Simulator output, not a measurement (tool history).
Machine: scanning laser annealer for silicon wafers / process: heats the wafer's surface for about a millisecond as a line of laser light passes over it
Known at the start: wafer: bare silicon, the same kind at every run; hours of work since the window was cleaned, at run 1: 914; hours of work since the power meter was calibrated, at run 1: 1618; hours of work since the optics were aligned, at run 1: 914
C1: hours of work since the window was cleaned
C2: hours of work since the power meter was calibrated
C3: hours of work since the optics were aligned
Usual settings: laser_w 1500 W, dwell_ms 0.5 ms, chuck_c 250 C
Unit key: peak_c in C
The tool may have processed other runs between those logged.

Run 1, day 0: usual settings; C1 914; C2 1618; C3 914. Result: peak_c 966 C.
Run 2, day 1.475: usual settings; C1 941; C2 1645; C3 941. Result: peak_c 962 C.
At day 2.4: window over the wafer cleaned.
Run 3, day 4.588: usual settings but laser_w 1592 W; C1 40; C2 1700; C3 997. Result: peak_c 1058 C.
Run 4, day 7.25: usual settings but laser_w 1387 W; C1 89; C2 1749; C3 1046. Result: peak_c 930 C.
Run 5, day 9.571: usual settings but laser_w 1387 W; C1 132; C2 1792; C3 1088. Result: peak_c 927 C.
Run 6, day 11.662: usual settings but laser_w 1387 W; C1 170; C2 1830; C3 1127. Result: peak_c 928 C.
Run 7, day 13.112: usual settings but chuck_c 284 C; C1 197; C2 1857; C3 1153. Result: peak_c 1026 C.
Run 8, day 14.988: usual settings but chuck_c 284 C; C1 231; C2 1891; C3 1188. Result: peak_c 1025 C.
Run 9, day 16.258: usual settings; C1 255; C2 1915; C3 1211. Result: peak_c 991 C.
Run 10, day 17.958: usual settings; C1 286; C2 1946; C3 1242. Result: peak_c 991 C.
Run 11, day 20.604: usual settings; C1 334; C2 1995; C3 1291. Result: peak_c 989 C.
Run 12, day 22.283: usual settings; C1 365; C2 2026; C3 1322. Result: peak_c 990 C.
At day 24.054: optics aligned, line set to its width.
Run 13, day 24.258: usual settings but chuck_c 244 C; C1 398; C2 2058; C3 4. Result: peak_c 978 C.
Run 14, day 26.854: usual settings but laser_w 1414 W, chuck_c 244 C; C1 446; C2 2106; C3 51. Result: peak_c 924 C.
Run 15, day 28.6: usual settings but dwell_ms 0.365 ms; C1 478; C2 2138; C3 83. Result: peak_c 871 C.
Run 16, day 31.15: usual settings but laser_w 1592 W, dwell_ms 0.365 ms; C1 524; C2 2185; C3 130. Result: peak_c 916 C.
Run 17, day 32.925: usual settings; C1 557; C2 2217; C3 163. Result: peak_c 978 C.
At day 34.246: optics aligned, line set to its width, once more.
Run 18, day 35.038: usual settings; C1 592; C2 2252; C3 15. Result: peak_c 988 C.
Run 19, day 36.929: usual settings; C1 627; C2 2287; C3 49. Result: peak_c 988 C.
Run 20, day 39.008: usual settings; C1 665; C2 2325; C3 88. Result: peak_c 986 C.
Run 21, day 40.304: usual settings but dwell_ms 0.364 ms, chuck_c 218 C; C1 689; C2 2349; C3 111. Result: peak_c 841 C.
Run 22, day 41.992: usual settings but laser_w 1397 W, dwell_ms 0.557 ms, chuck_c 263 C; C1 720; C2 2380; C3 142. Result: peak_c 971 C.
Run 23, day 44.967: usual settings but laser_w 1427 W, dwell_ms 0.506 ms; C1 774; C2 2435; C3 197. Result: peak_c 941 C.
Run 24, day 47.096: usual settings but laser_w 1388 W, dwell_ms 0.551 ms, chuck_c 231 C; C1 814; C2 2474; C3 236. Result: peak_c 924 C.
Run 25, day 49.458: usual settings but laser_w 1388 W, dwell_ms 0.446 ms, chuck_c 248 C; C1 857; C2 2517; C3 280. Result: peak_c 871 C.
Run 26, day 51.238: usual settings but laser_w 1388 W, dwell_ms 0.446 ms, chuck_c 248 C; C1 890; C2 2550; C3 312. Result: peak_c 871 C.
Run 27, day 52.546: usual settings but laser_w 1609 W, dwell_ms 0.579 ms, chuck_c 239 C; C1 914; C2 2574; C3 336. Result: peak_c 1092 C.
At day 54.908: window over the wafer cleaned.
Run 28, day 55.021: usual settings but laser_w 1609 W, dwell_ms 0.579 ms, chuck_c 239 C; C1 2; C2 2618; C3 380. Result: peak_c 1134 C.
Run 29, day 57.621: usual settings but laser_w 1609 W, dwell_ms 0.579 ms, chuck_c 239 C; C1 50; C2 2666; C3 428. Result: peak_c 1130 C.
Run 30, day 58.846: usual settings but dwell_ms 0.372 ms, chuck_c 287 C; C1 72; C2 2688; C3 451. Result: peak_c 933 C.
Run 31, day 60.596: usual settings but laser_w 1460 W, dwell_ms 0.455 ms, chuck_c 234 C; C1 104; C2 2720; C3 483. Result: peak_c 931 C.
Run 32, day 63.417: usual settings but laser_w 1466 W, dwell_ms 0.455 ms, chuck_c 234 C; C1 156; C2 2772; C3 535. Result: peak_c 929 C.
Run 33, day 66.142: usual settings but laser_w 1466 W, dwell_ms 0.455 ms, chuck_c 234 C; C1 206; C2 2822; C3 585. Result: peak_c 926 C.
Run 34, day 67.688: usual settings but laser_w 1466 W, dwell_ms 0.37 ms, chuck_c 265 C; C1 235; C2 2851; C3 613. Result: peak_c 886 C.
Run 35, day 70.358: usual settings but laser_w 1466 W, dwell_ms 0.37 ms, chuck_c 265 C; C1 284; C2 2900; C3 662. Result: peak_c 882 C.
Run 36, day 72.196: usual settings but laser_w 1644 W, chuck_c 266 C; C1 318; C2 2933; C3 696. Result: peak_c 1102 C.
Run 37, day 75.092: usual settings but laser_w 1644 W, chuck_c 266 C; C1 371; C2 2987; C3 749. Result: peak_c 1101 C.
Run 38, day 77.646: usual settings but laser_w 1437 W, dwell_ms 0.395 ms, chuck_c 272 C; C1 418; C2 3034; C3 796. Result: peak_c 894 C.
Run 39, day 79.154: usual settings but laser_w 1639 W, chuck_c 269 C; C1 445; C2 3061; C3 824. Result: peak_c 1093 C.
Run 40, day 81.517: usual settings but laser_w 1431 W, dwell_ms 0.375 ms, chuck_c 274 C; C1 489; C2 3105; C3 867. Result: peak_c 872 C.

How the hidden state differs across the entries between the runs, from the last listed run before each to the first after it:
Runs 2 to 3: window over the wafer cleaned (day 2.4)
  light that passes the window, % of a clean one's: 95.8 -> 99.72; laser's true power over the reading, %: 0.66 -> 0.67; width of the line over the set one, %: 1.3 -> 1.37
  measured result minus the result with no hidden state, peak_c: -40 -> -4 C
Runs 12 to 13: optics aligned, line set to its width (day 24.054)
  light that passes the window, % of a clean one's: 98.47 -> 98.35; width of the line over the set one, %: 1.74 -> 2.21
  measured result minus the result with no hidden state, peak_c: -16 -> -20 C
Runs 17 to 18: optics aligned, line set to its width, once more (day 34.246)
  light that passes the window, % of a clean one's: 97.74 -> 97.61; laser's true power over the reading, %: 0.76 -> 0.77; width of the line over the set one, %: 2.4 -> 0.35
  measured result minus the result with no hidden state, peak_c: -26 -> -17 C
Runs 27 to 28: window over the wafer cleaned (day 54.908)
  light that passes the window, % of a clean one's: 96.38 -> 99.98; laser's true power over the reading, %: 0.83 -> 0.84; width of the line over the set one, %: 0.73 -> 0.78
  measured result minus the result with no hidden state, peak_c: -36 -> +4 C
